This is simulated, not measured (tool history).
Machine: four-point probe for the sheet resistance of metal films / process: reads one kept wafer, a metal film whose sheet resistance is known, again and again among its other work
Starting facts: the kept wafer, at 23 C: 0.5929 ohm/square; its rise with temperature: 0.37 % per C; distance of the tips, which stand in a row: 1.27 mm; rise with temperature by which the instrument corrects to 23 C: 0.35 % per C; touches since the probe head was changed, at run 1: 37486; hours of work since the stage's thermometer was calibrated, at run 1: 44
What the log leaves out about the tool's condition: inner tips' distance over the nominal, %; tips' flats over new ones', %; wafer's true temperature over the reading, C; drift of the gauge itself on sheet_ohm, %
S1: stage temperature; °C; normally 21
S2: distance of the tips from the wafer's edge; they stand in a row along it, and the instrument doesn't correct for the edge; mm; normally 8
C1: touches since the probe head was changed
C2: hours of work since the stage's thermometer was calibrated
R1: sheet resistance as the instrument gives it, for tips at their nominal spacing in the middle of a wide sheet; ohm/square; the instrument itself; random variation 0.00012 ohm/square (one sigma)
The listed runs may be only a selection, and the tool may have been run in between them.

run 1 hour=0 | S1=21 S2=8 | C1=37486 C2=44 | R1=0.600542
run 2 hour=10.9 | S1=21 S2=8 | C1=37733 C2=48 | R1=0.600295
run 3 hour=22.6 | S1=21 S2=8 | C1=37999 C2=53 | R1=0.600637
run 4 hour=37.1 | S1=21 S2=8 | C1=38330 C2=60 | R1=0.600613
run 5 hour=51 | S1=25 S2=8 | C1=38646 C2=66 | R1=0.601084
run 6 hour=59.5 | S1=25 S2=8 | C1=38837 C2=69 | R1=0.601087
run 7 hour=72.3 | S1=25 S2=8 | C1=39129 C2=75 | R1=0.601216
run 8 hour=82.5 | S1=33 S2=8 | C1=39361 C2=79 | R1=0.602434
run 9 hour=92.9 | S1=33 S2=8 | C1=39596 C2=84 | R1=0.60234
run 10 hour=108.1 | S1=33 S2=8 | C1=39942 C2=90 | R1=0.60235
run 11 hour=122.5 | S1=21 S2=8 | C1=40269 C2=97 | R1=0.600471
run 12 hour=132.2 | S1=21 S2=55 | C1=40490 C2=101 | R1=0.592535
run 13 hour=139.7 | S1=21 S2=55 | C1=40660 C2=104 | R1=0.592611
run 14 hour=148.7 | S1=21 S2=55 | C1=40865 C2=108 | R1=0.592536
run 15 hour=161.9 | S1=21 S2=55 | C1=41163 C2=114 | R1=0.592935
run 16 hour=173.9 | S1=21 S2=55 | C1=41438 C2=119 | R1=0.592644
run 17 hour=189.1 | S1=26 S2=24 | C1=41782 C2=126 | R1=0.594105
run 18 hour=202.5 | S1=26 S2=24 | C1=42086 C2=132 | R1=0.594275
run 19 hour=210.9 | S1=21 S2=16 | C1=42278 C2=135 | R1=0.594456
run 20 hour=218.3 | S1=21 S2=16 | C1=42444 C2=138 | R1=0.594396
run 21 hour=226.8 | S1=21 S2=16 | C1=42638 C2=142 | R1=0.594444
run 22 hour=237.7 | S1=34 S2=10 | C1=42885 C2=147 | R1=0.599726
run 23 hour=253.3 | S1=34 S2=10 | C1=43241 C2=154 | R1=0.599793
run 24 hour=260.7 | S1=34 S2=10 | C1=43409 C2=157 | R1=0.599704
run 25 hour=269.9 | S1=18 S2=7 | C1=43617 C2=161 | R1=0.602264
run 26 hour=276.8 | S1=27 S2=41 | C1=43775 C2=164 | R1=0.593541
run 27 hour=284.8 | S1=20 S2=41 | C1=43957 C2=167 | R1=0.592608
run 28 hour=298.4 | S1=20 S2=41 | C1=44265 C2=173 | R1=0.592542
run 29 hour=307.8 | S1=22 S2=7 | C1=44477 C2=177 | R1=0.602938

3 ways to go on from here, each from the tool as it stands after run 29. What would each give?
run A hour=316.5 | S1=23 S2=3 | C1=44676 C2=181 | R1=?
run B hour=316.5 | S1=33 S2=4 | C1=44676 C2=181 | R1=?
run C hour=316.5 | S1=20 S2=22 | C1=44676 C2=181 | R1=?

run=A R1=0.644665
run=B R1=0.62479
run=C R1=0.593148
With no hidden state in the tool, these same runs would have given:
run=A R1=0.644757
run=B R1=0.62488
run=C R1=0.593233
